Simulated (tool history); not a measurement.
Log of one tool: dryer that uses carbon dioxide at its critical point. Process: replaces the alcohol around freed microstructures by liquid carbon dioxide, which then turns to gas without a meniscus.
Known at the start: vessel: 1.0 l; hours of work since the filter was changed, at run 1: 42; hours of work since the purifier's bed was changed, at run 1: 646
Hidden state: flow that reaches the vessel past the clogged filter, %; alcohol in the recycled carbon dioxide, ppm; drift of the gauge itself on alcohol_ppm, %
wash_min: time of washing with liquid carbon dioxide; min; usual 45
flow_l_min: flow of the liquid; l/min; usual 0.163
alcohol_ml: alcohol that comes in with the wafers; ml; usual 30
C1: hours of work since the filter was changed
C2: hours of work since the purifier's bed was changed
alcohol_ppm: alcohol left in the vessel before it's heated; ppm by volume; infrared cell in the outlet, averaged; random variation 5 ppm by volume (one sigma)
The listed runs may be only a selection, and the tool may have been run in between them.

Run 1, hour 0.0: usual settings; C1 42; C2 646. Result: alcohol_ppm 143 ppm by volume.
Run 2, hour 20.8: usual settings; C1 52; C2 657. Result: alcohol_ppm 152 ppm by volume.
Run 3, hour 46.6: usual settings but alcohol_ml 37 ml; C1 66; C2 670. Result: alcohol_ppm 169 ppm by volume.
Run 4, hour 60.7: usual settings but flow_l_min 0.106 l/min, alcohol_ml 37 ml; C1 73; C2 678. Result: alcohol_ppm 672 ppm by volume.
Run 5, hour 84.0: usual settings but wash_min 34 min; C1 85; C2 690. Result: alcohol_ppm 372 ppm by volume.
Run 6, hour 104.1: usual settings but wash_min 34 min; C1 96; C2 700. Result: alcohol_ppm 379 ppm by volume.
Run 7, hour 121.8: usual settings but wash_min 34 min; C1 105; C2 709. Result: alcohol_ppm 384 ppm by volume.
Run 8, hour 142.1: usual settings but flow_l_min 0.184 l/min; C1 116; C2 720. Result: alcohol_ppm 150 ppm by volume.
Run 9, hour 164.3: usual settings but alcohol_ml 27 ml; C1 127; C2 732. Result: alcohol_ppm 174 ppm by volume.
Run 10, hour 186.6: usual settings but alcohol_ml 27 ml; C1 139; C2 743. Result: alcohol_ppm 190 ppm by volume.
Run 11, hour 206.0: usual settings; C1 149; C2 753. Result: alcohol_ppm 191 ppm by volume.
Run 12, hour 219.9: usual settings; C1 156; C2 761. Result: alcohol_ppm 205 ppm by volume.
Run 13, hour 236.6: usual settings; C1 165; C2 769. Result: alcohol_ppm 202 ppm by volume.
Run 14, hour 267.7: usual settings; C1 181; C2 785. Result: alcohol_ppm 211 ppm by volume.
Run 15, hour 296.9: usual settings; C1 196; C2 801. Result: alcohol_ppm 214 ppm by volume.
Run 16, hour 321.8: usual settings; C1 209; C2 814. Result: alcohol_ppm 224 ppm by volume.
Run 17, hour 349.2: usual settings but wash_min 44 min; C1 224; C2 828. Result: alcohol_ppm 237 ppm by volume.
Run 18, hour 379.8: usual settings but wash_min 60 min; C1 240; C2 844. Result: alcohol_ppm 153 ppm by volume.
Run 19, hour 396.5: usual settings but alcohol_ml 25 ml; C1 248; C2 853. Result: alcohol_ppm 217 ppm by volume.
Run 20, hour 416.7: usual settings; C1 259; C2 863. Result: alcohol_ppm 249 ppm by volume.
At hour 429.5: inlet filter changed.
Run 21, hour 434.9: usual settings but alcohol_ml 84 ml; C1 3; C2 872. Result: alcohol_ppm 250 ppm by volume.
Run 22, hour 453.8: usual settings but wash_min 40 min; C1 13; C2 882. Result: alcohol_ppm 226 ppm by volume.
Run 23, hour 479.1: usual settings but flow_l_min 0.191 l/min; C1 26; C2 895. Result: alcohol_ppm 151 ppm by volume.
Run 24, hour 507.7: usual settings but alcohol_ml 39 ml; C1 41; C2 910. Result: alcohol_ppm 192 ppm by volume.
Run 25, hour 540.9: usual settings but wash_min 43 min, alcohol_ml 70 ml; C1 58; C2 927. Result: alcohol_ppm 295 ppm by volume.
Run 26, hour 556.3: usual settings but wash_min 60 min; C1 66; C2 935. Result: alcohol_ppm 156 ppm by volume.
Run 27, hour 587.7: usual settings but wash_min 60 min; C1 82; C2 952. Result: alcohol_ppm 159 ppm by volume.
Run 28, hour 617.4: usual settings but wash_min 60 min; C1 98; C2 967. Result: alcohol_ppm 151 ppm by volume.
Run 29, hour 646.2: usual settings but wash_min 46 min, flow_l_min 0.264 l/min, alcohol_ml 45 ml; C1 113; C2 982. Result: alcohol_ppm 151 ppm by volume.
Run 30, hour 665.7: usual settings but wash_min 46 min, flow_l_min 0.264 l/min, alcohol_ml 45 ml; C1 123; C2 992. Result: alcohol_ppm 151 ppm by volume.
Run 31, hour 681.6: usual settings but wash_min 46 min, flow_l_min 0.136 l/min, alcohol_ml 100 ml; C1 131; C2 1001. Result: alcohol_ppm 682 ppm by volume.
Run 32, hour 702.2: usual settings but wash_min 38 min, flow_l_min 0.183 l/min, alcohol_ml 25 ml; C1 142; C2 1012. Result: alcohol_ppm 228 ppm by volume.
Run 33, hour 733.1: usual settings but alcohol_ml 95 ml; C1 158; C2 1028. Result: alcohol_ppm 393 ppm by volume.
Run 34, hour 759.3: usual settings but alcohol_ml 95 ml; C1 172; C2 1041. Result: alcohol_ppm 414 ppm by volume.
Run 35, hour 792.5: usual settings but alcohol_ml 95 ml; C1 189; C2 1059. Result: alcohol_ppm 427 ppm by volume.
Run 36, hour 823.4: usual settings but alcohol_ml 33 ml; C1 205; C2 1075. Result: alcohol_ppm 273 ppm by volume.
Run 37, hour 850.3: usual settings but wash_min 54 min, alcohol_ml 32 ml; C1 219; C2 1089. Result: alcohol_ppm 206 ppm by volume.
Run 38, hour 870.3: usual settings but wash_min 31 min, flow_l_min 0.145 l/min, alcohol_ml 93 ml; C1 230; C2 1099. Result: alcohol_ppm 2978 ppm by volume.
Run 39, hour 895.5: usual settings but wash_min 40 min, flow_l_min 0.184 l/min, alcohol_ml 80 ml; C1 243; C2 1112. Result: alcohol_ppm 465 ppm by volume.
Run 40, hour 913.5: usual settings but wash_min 40 min, flow_l_min 0.184 l/min, alcohol_ml 80 ml; C1 252; C2 1122. Result: alcohol_ppm 459 ppm by volume.
Run 41, hour 929.5: usual settings but wash_min 41 min, flow_l_min 0.135 l/min, alcohol_ml 21 ml; C1 261; C2 1130. Result: alcohol_ppm 472 ppm by volume.
At hour 940.8: inlet filter changed.
Run 42, hour 956.4: usual settings but wash_min 44 min, flow_l_min 0.135 l/min, alcohol_ml 53 ml; C1 8; C2 1144. Result: alcohol_ppm 419 ppm by volume.
Run 43, hour 976.5: usual settings but flow_l_min 0.179 l/min; C1 19; C2 1154. Result: alcohol_ppm 204 ppm by volume.
Run 44, hour 1000.4: usual settings but alcohol_ml 93 ml; C1 31; C2 1167. Result: alcohol_ppm 331 ppm by volume.
Run 45, hour 1023.6: usual settings but flow_l_min 0.258 l/min; C1 43; C2 1179. Result: alcohol_ppm 185 ppm by volume.
Run 46, hour 1050.9: usual settings but flow_l_min 0.258 l/min; C1 57; C2 1193. Result: alcohol_ppm 189 ppm by volume.
Run 47, hour 1074.6: usual settings but flow_l_min 0.114 l/min, alcohol_ml 47 ml; C1 70; C2 1205. Result: alcohol_ppm 710 ppm by volume.

Take each entry between the runs: how does the hidden state at the last listed run before it differ from the hidden state at the first listed run after it?
Between runs 20 and 21: inlet filter changed (hour 429.5)
  flow that reaches the vessel past the clogged filter, %: 83.8 -> 99.5; alcohol in the recycled carbon dioxide, ppm: 135.9 -> 137.2
  what was measured, less what the result would be without the hidden state, alcohol_ppm: +209 -> +133 ppm by volume
Between runs 41 and 42: inlet filter changed (hour 940.8)
  flow that reaches the vessel past the clogged filter, %: 83.8 -> 98.8; alcohol in the recycled carbon dioxide, ppm: 175 -> 176.9
  what was measured, less what the result would be without the hidden state, alcohol_ppm: +338 -> +188 ppm by volume

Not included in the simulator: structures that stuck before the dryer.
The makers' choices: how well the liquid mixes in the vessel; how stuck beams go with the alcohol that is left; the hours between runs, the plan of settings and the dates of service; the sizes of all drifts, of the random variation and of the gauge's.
